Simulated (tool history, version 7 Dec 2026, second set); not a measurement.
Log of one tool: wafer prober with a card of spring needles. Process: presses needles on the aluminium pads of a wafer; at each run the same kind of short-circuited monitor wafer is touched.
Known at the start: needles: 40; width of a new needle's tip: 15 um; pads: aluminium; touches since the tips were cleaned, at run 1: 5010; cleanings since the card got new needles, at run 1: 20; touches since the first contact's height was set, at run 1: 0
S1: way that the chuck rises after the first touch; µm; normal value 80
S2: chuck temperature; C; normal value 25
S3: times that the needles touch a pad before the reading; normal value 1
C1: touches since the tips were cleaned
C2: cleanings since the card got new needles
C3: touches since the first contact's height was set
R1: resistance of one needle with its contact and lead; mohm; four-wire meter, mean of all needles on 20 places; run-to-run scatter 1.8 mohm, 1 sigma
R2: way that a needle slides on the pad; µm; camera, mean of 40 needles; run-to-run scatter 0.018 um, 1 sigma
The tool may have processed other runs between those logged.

run	hour	S1	S2	S3	C1	C2	C3	R1	R2
1	0	80	25	1	5010	20	0	182	11.28
# hour 8.5: tips cleaned on abrasive film
2	12.7	80	75	1	1392	21	4164	194	11.29
3	30.2	80	25	1	7180	21	9952	181	11.24
# hour 32: tips cleaned on abrasive film
4	42.5	80	25	1	3482	22	13996	182	11.26
# hour 54.7: tips cleaned on abrasive film
5	60.1	80	25	1	1790	23	19776	184	11.23
6	73.6	80	25	1	6239	23	24225	180	11.21
# hour 77.7: tips cleaned on abrasive film
7	87.6	80	25	1	3258	24	28816	183	11.2
8	96.7	80	25	1	6279	24	31837	181	11.2
# hour 101.3: tips cleaned on abrasive film
9	106.6	80	25	1	1738	25	35051	184	11.21
10	115.6	80	25	1	4732	25	38045	182	11.2
# hour 124: tips cleaned on abrasive film
11	130.7	80	25	1	2205	26	42992	179	11.21
12	138.8	80	25	1	4883	26	45670	183	11.2
# hour 146.9: tips cleaned on abrasive film
13	155.7	80	25	1	2898	27	51220	184	11.16
14	166.9	80	52	1	6623	27	54945	190	11.14
# hour 170.6: tips cleaned on abrasive film
15	182.3	85	25	1	3884	28	59995	178	11.86
# hour 194.5: tips cleaned on abrasive film
16	194.6	80	25	2	16	29	64003	182	11.18
17	211.6	80	25	2	5639	29	69626	182	11.14
# hour 217.7: tips cleaned on abrasive film
18	224	80	25	2	2099	30	73712	181	11.12
19	237.6	63	25	1	6594	30	78207	188	8.77
# hour 240.7: tips cleaned on abrasive film
20	248.8	60	25	1	2664	31	81866	186	8.33
21	257	100	25	2	5373	31	84575	179	13.86
# hour 264.2: tips cleaned on abrasive film
22	276.3	69	45	3	4000	32	90918	187	9.58
# hour 287.7: tips cleaned on abrasive film
23	288.5	92	26	2	281	33	94924	178	12.73
24	305.8	90	50	1	6004	33	100647	182	12.47
# hour 311.4: tips cleaned on abrasive film
25	320.6	90	50	1	3017	34	105489	184	12.46
26	331	63	106	1	6462	34	108934	204	8.7
# hour 334.5: tips cleaned on abrasive film
27	347	64	27	1	4142	35	114206	185	8.82
# hour 357.8: tips cleaned on abrasive film
28	364.1	99	33	1	2090	36	119801	181	13.65
# hour 380.8: tips cleaned on abrasive film
29	383.1	80	27	1	746	37	126054	182	11
30	402.3	73	72	1	7109	37	132417	191	10.05
# hour 403.5: tips cleaned on abrasive film
31	420.1	80	64	3	5488	38	138264	185	10.95
# hour 426: gauge calibrated
# hour 427.8: tips cleaned on abrasive film
32	431.8	80	76	3	1305	39	142084	192	11.26
33	441.5	76	78	2	4510	39	145289	195	10.71
# hour 451.1: tips cleaned on abrasive film
34	452.9	80	72	1	580	40	149028	187	11.28

Some steps in R2 between neighbouring runs. How much of each would the tool show without its hidden state too (settings, what came in, random variation), and how much is left for the hidden state, with any gauge scatter that isn't in both results?
Hidden conditions of the tool in this case: debris on the tips, nm; way that the needles fall short of the set height, um; tips' diameter, um; drift of the gauge itself on contact_mohm, %; drift of the gauge itself on scrub_um, %.
Run 20 -> 21: S1 60 -> 100, S3 1 -> 2. R2 +5.53 µm: hidden state -0.09, all else +5.62.
Run 21 -> 22: S1 100 -> 69, S2 25 -> 45, S3 2 -> 3, tips cleaned on abrasive film. R2 -4.28 µm: hidden state +0.05, all else -4.33.
Run 27 -> 28: S1 64 -> 99, S2 27 -> 33, tips cleaned on abrasive film. R2 +4.83 µm: hidden state -0.13, all else +4.96.
Run 31 -> 32: S2 64 -> 76, gauge calibrated, tips cleaned on abrasive film. R2 +0.31 µm: hidden state +0.3, all else +0.01.

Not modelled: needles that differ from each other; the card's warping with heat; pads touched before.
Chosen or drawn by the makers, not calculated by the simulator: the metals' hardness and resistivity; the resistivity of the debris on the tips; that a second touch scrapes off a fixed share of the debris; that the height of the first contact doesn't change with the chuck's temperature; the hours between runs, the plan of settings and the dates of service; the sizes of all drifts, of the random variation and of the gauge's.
